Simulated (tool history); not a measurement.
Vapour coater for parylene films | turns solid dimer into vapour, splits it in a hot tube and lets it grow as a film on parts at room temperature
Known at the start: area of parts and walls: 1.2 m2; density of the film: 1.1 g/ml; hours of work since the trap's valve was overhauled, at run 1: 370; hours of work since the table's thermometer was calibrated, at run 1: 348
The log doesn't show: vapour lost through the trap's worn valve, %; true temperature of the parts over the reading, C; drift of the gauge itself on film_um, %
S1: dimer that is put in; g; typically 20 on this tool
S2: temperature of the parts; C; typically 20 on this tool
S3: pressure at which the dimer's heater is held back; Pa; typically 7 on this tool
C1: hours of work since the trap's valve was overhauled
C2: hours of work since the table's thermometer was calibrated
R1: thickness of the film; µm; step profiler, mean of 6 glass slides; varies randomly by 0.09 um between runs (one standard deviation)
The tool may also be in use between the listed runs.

run 1 hour=0 | S1=20 S2=20 S3=7 | C1=370 C2=348 | R1=10.37
run 2 hour=11.9 | S1=20 S2=20 S3=3.07 | C1=377 C2=356 | R1=11.52
run 3 hour=36.8 | S1=20 S2=20 S3=3.07 | C1=393 C2=371 | R1=11.56
run 4 hour=51.7 | S1=20 S2=20 S3=7 | C1=402 C2=381 | R1=10.46
run 5 hour=62.2 | S1=20 S2=20 S3=7 | C1=409 C2=387 | R1=10.46
run 6 hour=79.6 | S1=11 S2=15 S3=5.03 | C1=420 C2=398 | R1=7.02
run 7 hour=97 | S1=11 S2=15 S3=3.62 | C1=431 C2=409 | R1=7.42
run 8 hour=110.7 | S1=20 S2=20 S3=6.3 | C1=439 C2=418 | R1=10.28
run 9 hour=130 | S1=27 S2=23 S3=6.17 | C1=451 C2=430 | R1=12.72
run 10 hour=140 | S1=20 S2=16 S3=3.38 | C1=458 C2=436 | R1=13.07

What if the next run were any one of these 4? Each begins from the tool's condition after run 10:
run A hour=160.6 | S1=31 S2=20 S3=7 | C1=471 C2=449 | R1=?
run B hour=160.6 | S1=28 S2=27 S3=11.73 | C1=471 C2=449 | R1=?
run C hour=160.6 | S1=20 S2=16 S3=2.44 | C1=471 C2=449 | R1=?
run D hour=160.6 | S1=20 S2=13 S3=3.38 | C1=471 C2=449 | R1=?

run=A R1=15.79
run=B R1=10.53
run=C R1=13.67
run=D R1=13.92
With the hidden condition removed and each run's random variation left untouched, the same runs would have given:
run=A R1=16.86
run=B R1=11.24
run=C R1=14.59
run=D R1=14.73

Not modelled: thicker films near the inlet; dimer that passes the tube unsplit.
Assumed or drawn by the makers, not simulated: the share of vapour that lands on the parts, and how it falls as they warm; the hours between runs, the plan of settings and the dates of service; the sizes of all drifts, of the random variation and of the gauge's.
